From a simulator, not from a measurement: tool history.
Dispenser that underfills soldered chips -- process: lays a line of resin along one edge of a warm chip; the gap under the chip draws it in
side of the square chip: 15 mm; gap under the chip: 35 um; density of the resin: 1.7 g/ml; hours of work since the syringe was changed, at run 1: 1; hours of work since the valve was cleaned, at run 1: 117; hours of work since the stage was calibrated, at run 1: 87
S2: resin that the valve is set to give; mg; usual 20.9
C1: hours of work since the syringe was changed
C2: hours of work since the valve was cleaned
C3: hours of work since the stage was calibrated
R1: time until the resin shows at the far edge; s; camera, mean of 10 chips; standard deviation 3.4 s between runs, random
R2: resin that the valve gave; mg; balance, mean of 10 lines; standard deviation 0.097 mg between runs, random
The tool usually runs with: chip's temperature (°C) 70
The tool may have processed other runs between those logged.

run 1 hour=0.0 | chip's_temperature_(°C)=70 S2=20.9 | C1=1 C2=117 C3=87 | R1=356.8 R2=19.52
-- hour=4.3 dispensing valve cleaned and set on the balance
run 2 hour=6.7 | chip's_temperature_(°C)=63 S2=20.9 | C1=6 C2=2 C3=92 | R1=548.7 R2=20.86
-- hour=9.5 new syringe of resin
run 3 hour=9.9 | chip's_temperature_(°C)=63 S2=20.9 | C1=0 C2=4 C3=94 | R1=460.1 R2=20.81
run 4 hour=14.1 | chip's_temperature_(°C)=63 S2=20.9 | C1=4 C2=8 C3=97 | R1=512.7 R2=20.99
run 5 hour=18.0 | chip's_temperature_(°C)=70 S2=20.8 | C1=7 C2=11 C3=100 | R1=436.6 R2=20.69
-- hour=19.6 new syringe of resin
run 6 hour=22.0 | chip's_temperature_(°C)=55 S2=20.9 | C1=2 C2=14 C3=103 | R1=691.0 R2=20.81
run 7 hour=25.1 | chip's_temperature_(°C)=55 S2=20.9 | C1=4 C2=16 C3=106 | R1=756.4 R2=20.83
run 8 hour=29.1 | chip's_temperature_(°C)=55 S2=20.9 | C1=8 C2=19 C3=109 | R1=845.2 R2=20.73
-- hour=29.9 new syringe of resin
run 9 hour=35.1 | chip's_temperature_(°C)=55 S2=20.9 | C1=4 C2=24 C3=113 | R1=724.0 R2=20.57
run 10 hour=37.4 | chip's_temperature_(°C)=55 S2=20.9 | C1=6 C2=26 C3=115 | R1=783.1 R2=20.64
-- hour=39.8 new syringe of resin
run 11 hour=40.2 | chip's_temperature_(°C)=55 S2=20.9 | C1=0 C2=28 C3=117 | R1=625.4 R2=20.54
run 12 hour=44.9 | chip's_temperature_(°C)=70 S2=20.9 | C1=4 C2=31 C3=121 | R1=395.5 R2=20.52
-- hour=49.9 new syringe of resin
run 13 hour=50.0 | chip's_temperature_(°C)=70 S2=20.9 | C1=0 C2=35 C3=125 | R1=339.8 R2=20.51
run 14 hour=55.4 | chip's_temperature_(°C)=70 S2=20.9 | C1=4 C2=39 C3=129 | R1=389.6 R2=20.55
run 15 hour=58.1 | chip's_temperature_(°C)=70 S2=20.9 | C1=7 C2=42 C3=131 | R1=427.3 R2=20.37
-- hour=60.0 new syringe of resin
run 16 hour=61.2 | chip's_temperature_(°C)=69 S2=20.9 | C1=1 C2=44 C3=134 | R1=358.6 R2=20.32
run 17 hour=65.1 | chip's_temperature_(°C)=70 S2=20.9 | C1=4 C2=47 C3=137 | R1=389.9 R2=20.23
run 18 hour=67.7 | chip's_temperature_(°C)=70 S2=20.9 | C1=6 C2=49 C3=139 | R1=413.8 R2=20.25
-- hour=70.1 new syringe of resin
run 19 hour=73.1 | chip's_temperature_(°C)=56 S2=18.2 | C1=2 C2=53 C3=143 | R1=683.3 R2=17.58
run 20 hour=78.5 | chip's_temperature_(°C)=56 S2=18.2 | C1=7 C2=57 C3=147 | R1=793.7 R2=17.53
-- hour=80.1 new syringe of resin
run 21 hour=83.3 | chip's_temperature_(°C)=56 S2=18.2 | C1=3 C2=61 C3=151 | R1=691.3 R2=17.56
run 22 hour=87.6 | chip's_temperature_(°C)=56 S2=18.2 | C1=6 C2=64 C3=154 | R1=780.1 R2=17.63
-- hour=90.0 new syringe of resin
run 23 hour=93.2 | chip's_temperature_(°C)=73 S2=23.1 | C1=3 C2=68 C3=158 | R1=313.2 R2=22.16
run 24 hour=96.6 | chip's_temperature_(°C)=64 S2=26.3 | C1=5 C2=71 C3=161 | R1=505.0 R2=25.12
-- hour=100.0 new syringe of resin
run 25 hour=101.8 | chip's_temperature_(°C)=58 S2=19.1 | C1=1 C2=75 C3=165 | R1=581.1 R2=18.07
run 26 hour=106.9 | chip's_temperature_(°C)=69 S2=25.5 | C1=5 C2=79 C3=169 | R1=414.5 R2=24.47
run 27 hour=109.2 | chip's_temperature_(°C)=56 S2=21.5 | C1=7 C2=81 C3=171 | R1=791.2 R2=20.47
-- hour=110.1 new syringe of resin
run 28 hour=113.8 | chip's_temperature_(°C)=77 S2=23.0 | C1=3 C2=84 C3=174 | R1=275.8 R2=21.85
run 29 hour=118.9 | chip's_temperature_(°C)=75 S2=24.4 | C1=7 C2=88 C3=178 | R1=344.6 R2=23.17
-- hour=120.2 new syringe of resin
run 30 hour=123.4 | chip's_temperature_(°C)=75 S2=24.4 | C1=3 C2=92 C3=181 | R1=294.2 R2=22.96
run 31 hour=128.8 | chip's_temperature_(°C)=75 S2=24.4 | C1=7 C2=96 C3=186 | R1=338.4 R2=22.94
-- hour=130.2 new syringe of resin
run 32 hour=134.0 | chip's_temperature_(°C)=67 S2=20.9 | C1=3 C2=100 C3=190 | R1=425.8 R2=19.54
run 33 hour=138.7 | chip's_temperature_(°C)=67 S2=20.9 | C1=7 C2=104 C3=193 | R1=483.6 R2=19.50
-- hour=140.1 new syringe of resin
run 34 hour=143.4 | chip's_temperature_(°C)=83 S2=20.0 | C1=3 C2=107 C3=197 | R1=216.9 R2=18.59
run 35 hour=147.1 | chip's_temperature_(°C)=56 S2=24.1 | C1=6 C2=110 C3=200 | R1=720.5 R2=22.53
run 36 hour=149.6 | chip's_temperature_(°C)=56 S2=24.1 | C1=8 C2=112 C3=202 | R1=765.2 R2=22.44

Predict each of these 3 candidate next runs independently; none follows another, all start after run 36:
-- hour=150.1 new syringe of resin
run A hour=155.5 | chip's_temperature_(°C)=56 S2=25.8 | C1=4 C2=117 C3=206 | R1=? R2=?
-- hour=150.1 new syringe of resin
run B hour=155.5 | chip's_temperature_(°C)=59 S2=22.5 | C1=4 C2=117 C3=206 | R1=? R2=?
-- hour=150.1 new syringe of resin
run C hour=155.5 | chip's_temperature_(°C)=70 S2=21.7 | C1=4 C2=117 C3=206 | R1=? R2=?

run=A R1=688.6 R2=23.97
run=B R1=613.3 R2=20.77
run=C R1=388.9 R2=20.20
Stripped of hidden state, with their random variation kept, the same runs would have yielded:
run=A R1=613.4 R2=25.80
run=B R1=543.3 R2=22.36
run=C R1=342.6 R2=21.74

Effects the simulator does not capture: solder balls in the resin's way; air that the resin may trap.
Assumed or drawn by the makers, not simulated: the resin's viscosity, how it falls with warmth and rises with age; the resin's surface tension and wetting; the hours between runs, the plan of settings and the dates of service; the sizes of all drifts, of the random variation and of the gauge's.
